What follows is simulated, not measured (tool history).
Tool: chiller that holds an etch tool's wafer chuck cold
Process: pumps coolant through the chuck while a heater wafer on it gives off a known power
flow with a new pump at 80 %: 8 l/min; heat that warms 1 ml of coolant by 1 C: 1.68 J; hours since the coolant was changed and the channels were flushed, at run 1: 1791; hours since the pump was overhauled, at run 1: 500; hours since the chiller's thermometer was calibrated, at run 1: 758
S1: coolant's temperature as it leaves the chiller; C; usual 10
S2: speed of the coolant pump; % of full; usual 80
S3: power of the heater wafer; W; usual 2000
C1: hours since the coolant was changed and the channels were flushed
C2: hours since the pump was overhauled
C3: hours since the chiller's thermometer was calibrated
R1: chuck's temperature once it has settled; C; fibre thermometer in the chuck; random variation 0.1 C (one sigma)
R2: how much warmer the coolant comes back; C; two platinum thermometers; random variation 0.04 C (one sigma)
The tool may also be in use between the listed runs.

run 1 hour=0 | S1=10 S2=80 S3=2000 | C1=1791 C2=500 C3=758 | R1=31.2 R2=8.92
run 2 hour=119.5 | S1=11 S2=80 S3=2000 | C1=1910 C2=619 C3=877 | R1=32.3 R2=8.88
run 3 hour=226.5 | S1=10 S2=80 S3=2000 | C1=2017 C2=726 C3=984 | R1=31.3 R2=8.94
run 4 hour=353.5 | S1=10 S2=80 S3=2000 | C1=2144 C2=853 C3=1111 | R1=31.4 R2=8.88
run 5 hour=543.3 | S1=5 S2=80 S3=2000 | C1=2334 C2=1043 C3=1301 | R1=26.3 R2=8.88
run 6 hour=622.8 | S1=5 S2=80 S3=2000 | C1=2413 C2=1123 C3=1381 | R1=26 R2=9
-- hour=742.2 coolant changed, channels flushed
run 7 hour=809.2 | S1=10 S2=80 S3=1381 | C1=67 C2=1303 C3=1561 | R1=24.7 R2=6.17
run 8 hour=957.7 | S1=4 S2=80 S3=2000 | C1=215 C2=1451 C3=1710 | R1=25.1 R2=8.97
run 9 hour=1089.1 | S1=4 S2=80 S3=2000 | C1=347 C2=1583 C3=1841 | R1=25.2 R2=8.89
run 10 hour=1255.1 | S1=10 S2=80 S3=2123 | C1=513 C2=1749 C3=2007 | R1=32.8 R2=9.46
run 11 hour=1338.1 | S1=10 S2=80 S3=2123 | C1=596 C2=1832 C3=2090 | R1=32.6 R2=9.47
run 12 hour=1449.7 | S1=10 S2=80 S3=2123 | C1=707 C2=1943 C3=2202 | R1=32.7 R2=9.47
run 13 hour=1640.4 | S1=10 S2=80 S3=2000 | C1=898 C2=2134 C3=2392 | R1=31.3 R2=8.94
run 14 hour=1810.2 | S1=10 S2=80 S3=2000 | C1=1068 C2=2304 C3=2562 | R1=31.3 R2=8.93
run 15 hour=1992.1 | S1=10 S2=80 S3=2000 | C1=1250 C2=2486 C3=2744 | R1=31.3 R2=8.9
run 16 hour=2166.1 | S1=10 S2=80 S3=1010 | C1=1424 C2=2660 C3=2918 | R1=20.8 R2=4.47
run 17 hour=2328.5 | S1=5 S2=80 S3=2000 | C1=1586 C2=2822 C3=3080 | R1=26.3 R2=8.88
run 18 hour=2470.5 | S1=5 S2=80 S3=2000 | C1=1728 C2=2964 C3=3222 | R1=26.4 R2=8.95
run 19 hour=2560.2 | S1=19 S2=80 S3=1565 | C1=1818 C2=3054 C3=3312 | R1=35.6 R2=7
-- hour=2610.1 chiller's thermometer calibrated
run 20 hour=2720.4 | S1=3 S2=80 S3=2000 | C1=1977 C2=3213 C3=110 | R1=24.2 R2=8.9
run 21 hour=2821.8 | S1=4 S2=80 S3=2000 | C1=2079 C2=3315 C3=212 | R1=25.4 R2=8.95
run 22 hour=2903 | S1=8 S2=81 S3=2000 | C1=2160 C2=3396 C3=293 | R1=28.9 R2=8.79
run 23 hour=3036.9 | S1=10 S2=69 S3=2316 | C1=2294 C2=3530 C3=427 | R1=37.3 R2=11.91
run 24 hour=3123.4 | S1=2 S2=76 S3=2157 | C1=2380 C2=3616 C3=513 | R1=25.8 R2=10.18
-- hour=3165.6 coolant pump overhauled
-- hour=3284 coolant changed, channels flushed
run 25 hour=3285 | S1=2 S2=76 S3=2157 | C1=1 C2=113 C3=664 | R1=25.7 R2=10.13
run 26 hour=3469.7 | S1=9 S2=65 S3=2000 | C1=186 C2=298 C3=849 | R1=33.6 R2=10.86
run 27 hour=3646.5 | S1=5 S2=69 S3=2000 | C1=363 C2=475 C3=1025 | R1=28.8 R2=10.25

How the hidden state differs across the entries between the runs, from the last listed run before each to the first after it:
Between runs 6 and 7: coolant changed, channels flushed (hour 742.2)
  heat passed by the chuck's channels, % of clean ones': 99.9 -> 100
Between runs 19 and 20: chiller's thermometer calibrated (hour 2610.1)
  coolant's true temperature over the reading, C: 0.01 -> 0
Between runs 24 and 25: coolant pump overhauled (hour 3165.6); coolant changed, channels flushed (hour 3284)
  heat passed by the chuck's channels, % of clean ones': 99.9 -> 100; flow at a given pump speed, % of a new pump's: 99.9 -> 100
